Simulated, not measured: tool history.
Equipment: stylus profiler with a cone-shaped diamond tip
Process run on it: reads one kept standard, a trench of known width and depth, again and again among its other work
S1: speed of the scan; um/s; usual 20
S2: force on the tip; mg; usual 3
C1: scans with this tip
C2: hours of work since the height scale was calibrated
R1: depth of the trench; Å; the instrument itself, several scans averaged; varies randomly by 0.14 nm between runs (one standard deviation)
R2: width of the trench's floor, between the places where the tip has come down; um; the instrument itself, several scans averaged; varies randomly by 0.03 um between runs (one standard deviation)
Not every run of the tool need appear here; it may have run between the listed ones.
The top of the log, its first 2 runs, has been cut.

| run | hour | S1 | S2 | C1 | C2 | R1 | R2 |
|---|---|---|---|---|---|---|---|
| 3 | 168.2 | 20 | 3 | 3857 | 336 | 5070.6 | 96.92 |
| 4 | 223 | 20 | 3 | 4207 | 366 | 5072.2 | 96.92 |
| 5 | 349.7 | 20 | 3 | 5018 | 437 | 5071.1 | 96.89 |
| 6 | 433 | 20 | 3 | 5551 | 483 | 5071.2 | 96.92 |
| 7 | 538.7 | 20 | 3 | 6228 | 542 | 5074.4 | 96.87 |
| 8 | 607.7 | 20 | 3 | 6669 | 580 | 5072.5 | 96.87 |
| 9 | 694.2 | 20 | 3 | 7223 | 629 | 5070.9 | 96.85 |
| 10 | 784.9 | 20 | 3 | 7803 | 679 | 5071.2 | 96.91 |
| 11 | 879.5 | 6 | 3 | 8409 | 732 | 5071 | 96.97 |
| 12 | 993.9 | 6 | 3 | 9141 | 795 | 5071.8 | 96.96 |
| 13 | 1104.5 | 20 | 3 | 9849 | 857 | 5072.5 | 96.87 |
| 14 | 1179.5 | 20 | 3 | 10328 | 899 | 5070.3 | 96.87 |
| 15 | 1252.3 | 20 | 3 | 10794 | 939 | 5073.4 | 96.88 |
| 16 | 1320.3 | 20 | 2.72 | 11230 | 977 | 5066.5 | 96.87 |
| 17 | 1406 | 20 | 2.72 | 11778 | 1025 | 5069.4 | 96.93 |
| 18 | 1495.9 | 20 | 3 | 12353 | 1075 | 5072.6 | 96.88 |
| 19 | 1583.8 | 20 | 3 | 12916 | 1124 | 5071.4 | 96.95 |
| 20 | 1715.4 | 20 | 3 | 13758 | 1197 | 5069.5 | 96.95 |
| 21 | 1787.5 | 20 | 3 | 14219 | 1237 | 5072.7 | 96.87 |

Predict the results of run 22:
| 22 | 1918 | 20 | 3 | 15055 | 1310 | ? | ? |

R1: 5072.9 Å
R2: 96.88 um
With no hidden state in the tool, this same run would have given R1 5072.8 Å, R2 96.9 um.

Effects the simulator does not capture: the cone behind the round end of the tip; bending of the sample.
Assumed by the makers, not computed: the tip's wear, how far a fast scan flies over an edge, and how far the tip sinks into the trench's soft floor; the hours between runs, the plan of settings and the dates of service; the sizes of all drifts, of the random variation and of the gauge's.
